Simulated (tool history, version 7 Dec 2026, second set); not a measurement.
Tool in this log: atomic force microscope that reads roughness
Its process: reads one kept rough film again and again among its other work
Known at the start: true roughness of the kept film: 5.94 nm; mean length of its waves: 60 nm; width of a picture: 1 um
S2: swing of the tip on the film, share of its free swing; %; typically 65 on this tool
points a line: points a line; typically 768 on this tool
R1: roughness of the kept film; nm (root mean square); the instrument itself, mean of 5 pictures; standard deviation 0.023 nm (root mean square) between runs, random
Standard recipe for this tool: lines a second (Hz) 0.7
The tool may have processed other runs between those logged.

Run 1, hour 0: usual settings. Result: R1 5.6 nm (root mean square).
Run 2, hour 55.9: usual settings. Result: R1 5.283 nm (root mean square).
Run 3, hour 96.7: usual settings. Result: R1 5.132 nm (root mean square).
At hour 106.2: new tip fitted.
Run 4, hour 158.3: usual settings but S2 57 %. Result: R1 5.35 nm (root mean square).
At hour 214.4: new tip fitted.
Run 5, hour 214.4: usual settings but lines a second (Hz) 2.693. Result: R1 5.338 nm (root mean square).
Run 6, hour 250.1: usual settings but lines a second (Hz) 1.702. Result: R1 5.303 nm (root mean square).
At hour 256.4: height scale calibrated on a step standard.
Run 7, hour 310.6: usual settings but lines a second (Hz) 1.702. Result: R1 5.014 nm (root mean square).
At hour 324.5: new tip fitted.
Run 8, hour 342.5: usual settings but lines a second (Hz) 1.702. Result: R1 5.378 nm (root mean square).
Run 9, hour 369: usual settings but lines a second (Hz) 2.107, points a line 298. Result: R1 5.202 nm (root mean square).
At hour 405.5: height scale calibrated on a step standard, once more.
Run 10, hour 428.7: usual settings but lines a second (Hz) 2.107, points a line 298. Result: R1 4.952 nm (root mean square).
At hour 432.8: new tip fitted.
Run 11, hour 490.3: usual settings but lines a second (Hz) 2.237, points a line 329. Result: R1 5.102 nm (root mean square).
At hour 538.6: new tip fitted.
Run 12, hour 541.9: usual settings but lines a second (Hz) 2.237, points a line 329. Result: R1 5.374 nm (root mean square).
Run 13, hour 577: usual settings but lines a second (Hz) 1.616, S2 69 %, points a line 879. Result: R1 5.216 nm (root mean square).
Run 14, hour 632.4: usual settings but lines a second (Hz) 1.616, S2 69 %, points a line 879. Result: R1 5.007 nm (root mean square).
At hour 645.2: new tip fitted.
Run 15, hour 679.6: usual settings but lines a second (Hz) 0.51, S2 62 %, points a line 812. Result: R1 5.422 nm (root mean square).
Run 16, hour 718.6: usual settings but lines a second (Hz) 1.583, S2 64 %, points a line 843. Result: R1 5.125 nm (root mean square).

Alternative continuations, all from the tool just after run 16; predict every row:
At hour 750.8: new tip fitted.
Run A, hour 769.1: usual settings but lines a second (Hz) 2.154, S2 90 %, points a line 683. Result: R1 ?.
At hour 750.8: new tip fitted.
Run B, hour 769.1: usual settings but lines a second (Hz) 3.277, S2 77 %, points a line 390. Result: R1 ?.
At hour 750.8: new tip fitted.
Run C, hour 769.1: usual settings but lines a second (Hz) 0.671, S2 84 %, points a line 491. Result: R1 ?.

run     R1
  A  4.654
  B  4.803
  C  5.294
Take away the tool's hidden state, keep each run's random variation, and the runs would have read:
run     R1
  A  4.746
  B  4.898
  C  5.399

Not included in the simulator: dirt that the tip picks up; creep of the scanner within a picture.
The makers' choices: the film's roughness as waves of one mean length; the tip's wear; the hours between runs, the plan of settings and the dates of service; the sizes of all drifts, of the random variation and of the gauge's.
